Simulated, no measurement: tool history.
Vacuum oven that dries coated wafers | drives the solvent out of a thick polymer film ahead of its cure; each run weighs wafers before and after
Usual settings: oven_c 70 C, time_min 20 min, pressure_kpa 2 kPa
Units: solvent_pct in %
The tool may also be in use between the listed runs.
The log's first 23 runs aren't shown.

| run | hour | oven_c | time_min | pressure_kpa | hours of work since the thermocouples were calibrated | hours of work since the vacuum gauge was cleaned of residue | solvent_pct |
|---|---|---|---|---|---|---|---|
| 24 | 345.3 | 70 | 20 | 2 | 120 | 472 | 3.65 |
| 25 | 365.9 | 70 | 20 | 1.97 | 128 | 480 | 3.6 |
| 26 | 377.1 | 64 | 20 | 1.24 | 133 | 485 | 5.46 |
| 27 | 394.2 | 70 | 18 | 2 | 140 | 492 | 4.04 |
| 28 | 407.5 | 70 | 18 | 2 | 146 | 498 | 4.03 |
| 29 | 427.9 | 70 | 18 | 2 | 155 | 507 | 4.08 |
| 30 | 444.7 | 83 | 15 | 1.65 | 162 | 514 | 1.16 |
| 31 | 457.9 | 83 | 15 | 1.65 | 167 | 519 | 1.12 |
| 32 | 473.4 | 81 | 10 | 7.2 | 174 | 526 | 4.86 |
| 33 | 487.3 | 81 | 10 | 7.2 | 180 | 532 | 4.89 |
| 34 | 507.1 | 55 | 15 | 7.94 | 188 | 540 | 14.65 |
| 35 | 526.3 | 55 | 15 | 7.94 | 196 | 548 | 14.56 |
| 36 | 536.8 | 55 | 15 | 7.94 | 201 | 553 | 14.76 |
| 37 | 559 | 62 | 12 | 2 | 210 | 562 | 9.09 |
| 38 | 579.1 | 72 | 12 | 2 | 219 | 571 | 5.05 |
| 39 | 599.2 | 58 | 15 | 2 | 227 | 579 | 9.61 |
| 40 | 621.9 | 65 | 20 | 1.78 | 237 | 589 | 5.37 |
| 41 | 643.6 | 65 | 20 | 1.78 | 246 | 598 | 5.32 |
| 42 | 657.7 | 67 | 20 | 1.15 | 252 | 604 | 4.11 |
| 43 | 680.7 | 64 | 11 | 1.15 | 262 | 614 | 8.15 |
| 44 | 696.3 | 65 | 20 | 1.39 | 269 | 621 | 5.05 |
| 45 | 718.7 | 70 | 21 | 1.67 | 278 | 630 | 3.14 |
| 46 | 733.5 | 70 | 21 | 1.67 | 285 | 637 | 3.17 |
| 47 | 748.8 | 60 | 12 | 2 | 291 | 643 | 9.81 |

Forecast each of these 3 alternatives for the next run:
| A | 766.8 | 60 | 12 | 4.87 | 299 | 651 | ? |
| B | 766.8 | 64 | 12 | 2.1 | 299 | 651 | ? |
| C | 766.8 | 62 | 12 | 1.02 | 299 | 651 | ? |

| run | solvent_pct |
|---|---|
| A | 11.38 |
| B | 8.29 |
| C | 8.55 |
Without the tool's hidden state the same runs would have given:
| run | solvent_pct |
|---|---|
| A | 11.46 |
| B | 8.37 |
| C | 8.62 |
